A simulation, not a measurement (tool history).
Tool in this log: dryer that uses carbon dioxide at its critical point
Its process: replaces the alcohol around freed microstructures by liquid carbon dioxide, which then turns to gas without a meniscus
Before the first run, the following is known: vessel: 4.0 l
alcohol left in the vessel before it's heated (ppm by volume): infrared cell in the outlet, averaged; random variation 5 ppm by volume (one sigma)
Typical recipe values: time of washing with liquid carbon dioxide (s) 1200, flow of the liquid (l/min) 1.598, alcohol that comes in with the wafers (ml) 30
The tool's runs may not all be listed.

run	hour	time of washing with liquid carbon dioxide (s)	flow of the liquid (l/min)	alcohol that comes in with the wafers (ml)	alcohol left in the vessel before it's heated (ppm by volume)
1	0.0	1200	1.598	30	160
2	31.2	1200	2.180	30	165
3	68.5	1200	1.890	30	165
4	104.3	1200	1.598	30	170
5	160.8	840	1.598	30	229
6	213.1	1200	1.598	30	196
7	261.6	1200	1.598	30	211
8	302.8	1200	1.598	30	204
9	347.9	1200	1.598	30	220
10	393.6	1200	1.598	30	229
11	449.9	1200	1.598	30	238
12	477.2	1200	1.598	30	247
# hour 486.0: purifier's bed changed
13	536.6	1440	2.040	87	11
14	593.3	1200	1.598	43	34
15	630.6	1200	1.598	43	45
16	674.4	1200	1.598	43	48
17	723.4	1740	1.270	34	58
18	747.1	1200	1.270	34	84
19	790.9	1380	1.270	34	80
20	831.3	1380	2.430	70	74
# hour 845.1: inlet filter changed
21	884.4	1380	2.430	70	84
22	927.4	1260	1.030	83	209
23	973.6	1680	1.830	30	98
24	1024.9	1200	1.930	62	109

Branching from run 24: 4 alternative next runs. What would each branch give?
A	1065.1	1620	1.598	30	?
B	1065.1	1200	1.000	30	?
C	1065.1	900	1.770	50	?
D	1065.1	1440	1.930	62	?

run	alcohol left in the vessel before it's heated (ppm by volume)
A	112
B	179
C	148
D	124
Stripped of hidden state, with their random variation kept, the same runs would have yielded:
run	alcohol left in the vessel before it's heated (ppm by volume)
A	4
B	59
C	33
D	14
